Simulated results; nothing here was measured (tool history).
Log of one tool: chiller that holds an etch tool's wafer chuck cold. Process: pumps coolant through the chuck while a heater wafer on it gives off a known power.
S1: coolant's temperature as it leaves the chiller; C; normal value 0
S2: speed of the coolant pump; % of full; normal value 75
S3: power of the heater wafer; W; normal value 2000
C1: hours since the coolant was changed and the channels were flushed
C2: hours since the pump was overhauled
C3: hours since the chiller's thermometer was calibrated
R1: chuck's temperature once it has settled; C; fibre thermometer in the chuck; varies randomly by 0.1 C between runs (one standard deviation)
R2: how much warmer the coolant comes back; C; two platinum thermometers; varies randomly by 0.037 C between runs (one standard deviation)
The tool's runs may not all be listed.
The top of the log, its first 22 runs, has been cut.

run	hour	S1	S2	S3	C1	C2	C3	R1	R2
23	2331.2	3	91	2109	3473	5974	3916	17.2	6.25
24	2488.3	-6	70	1933	3630	6131	4073	9.5	7.41
# hour 2555.4: chiller's thermometer calibrated
25	2648.7	-2	75	1015	3790	6291	93	5.9	3.67
26	2804.3	-3	75	2000	3945	6446	249	12.4	7.2
# hour 2818.6: coolant pump overhauled
27	2925.4	0	69	1415	4061	107	365	11.6	5.5
28	3074.7	0	69	2390	4211	256	514	19.6	9.27
29	3198.6	-1	82	2390	4334	380	638	16.3	7.91
# hour 3317.6: coolant changed, channels flushed
30	3360.9	0	75	1558	43	536	795	11.9	5.59
31	3495.6	0	70	2000	178	671	929	16.1	7.65

Below are 3 alternative next runs, each starting from the tool's condition after run 31. Predict each:
A	3561.3	-5	62	2000	244	737	995	?	?
B	3561.3	0	84	1879	244	737	995	?	?
C	3561.3	0	75	2000	244	737	995	?	?

run	R1	R2
A	12.7	8.57
B	13.3	6.02
C	15.3	7.22
Had the tool no hidden state, the same runs would have come out as:
run	R1	R2
A	12.7	8.57
B	13.3	6.02
C	15.3	7.22
